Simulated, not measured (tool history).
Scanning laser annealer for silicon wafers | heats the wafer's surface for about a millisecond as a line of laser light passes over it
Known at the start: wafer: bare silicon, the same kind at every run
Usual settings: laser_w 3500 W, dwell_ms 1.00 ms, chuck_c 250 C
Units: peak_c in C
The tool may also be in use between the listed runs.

Run 1, hour 0.0: usual settings. Result: peak_c 998 C.
Run 2, hour 47.6: usual settings. Result: peak_c 999 C.
Run 3, hour 115.2: usual settings. Result: peak_c 993 C.
Run 4, hour 164.5: usual settings but laser_w 3395 W. Result: peak_c 960 C.
Run 5, hour 216.8: usual settings. Result: peak_c 983 C.
Run 6, hour 256.2: usual settings. Result: peak_c 980 C.
At hour 288.0: window over the wafer cleaned.
Run 7, hour 327.7: usual settings. Result: peak_c 1022 C.
Run 8, hour 378.5: usual settings but dwell_ms 0.97 ms. Result: peak_c 1002 C.
Run 9, hour 442.1: usual settings but dwell_ms 0.97 ms. Result: peak_c 999 C.
Run 10, hour 516.4: usual settings but laser_w 3025 W, dwell_ms 0.92 ms, chuck_c 289 C. Result: peak_c 889 C.
Run 11, hour 577.5: usual settings but laser_w 3025 W, dwell_ms 0.92 ms, chuck_c 289 C. Result: peak_c 882 C.
Run 12, hour 616.4: usual settings but dwell_ms 1.06 ms. Result: peak_c 1025 C.
Run 13, hour 649.4: usual settings but laser_w 3009 W, dwell_ms 1.11 ms, chuck_c 282 C. Result: peak_c 937 C.
At hour 663.6: optics aligned, line set to its width.
Run 14, hour 685.8: usual settings but laser_w 3189 W, dwell_ms 1.11 ms, chuck_c 282 C. Result: peak_c 1003 C.
Run 15, hour 734.8: usual settings but laser_w 3680 W, chuck_c 285 C. Result: peak_c 1093 C.
Run 16, hour 775.7: usual settings but laser_w 3529 W, chuck_c 227 C. Result: peak_c 990 C.
Run 17, hour 835.1: usual settings but laser_w 3529 W, chuck_c 227 C. Result: peak_c 986 C.
Run 18, hour 879.6: usual settings but laser_w 3529 W, chuck_c 227 C. Result: peak_c 983 C.

The same runs without the tool's hidden state, with the same run-to-run variation:
The hidden state here: light that passes the window, % of a clean one's; laser's true power over the reading, %; width of the line over the set one, %; drift of the gauge itself on peak_c, C.
run  peak_c
  1    1038
  2    1044
  3    1043
  4    1013
  5    1042
  6    1042
  7    1043
  8    1027
  9    1028
 10     918
 11     915
 12    1072
 13     979
 14    1030
 15    1128
 16    1027
 17    1027
 18    1028

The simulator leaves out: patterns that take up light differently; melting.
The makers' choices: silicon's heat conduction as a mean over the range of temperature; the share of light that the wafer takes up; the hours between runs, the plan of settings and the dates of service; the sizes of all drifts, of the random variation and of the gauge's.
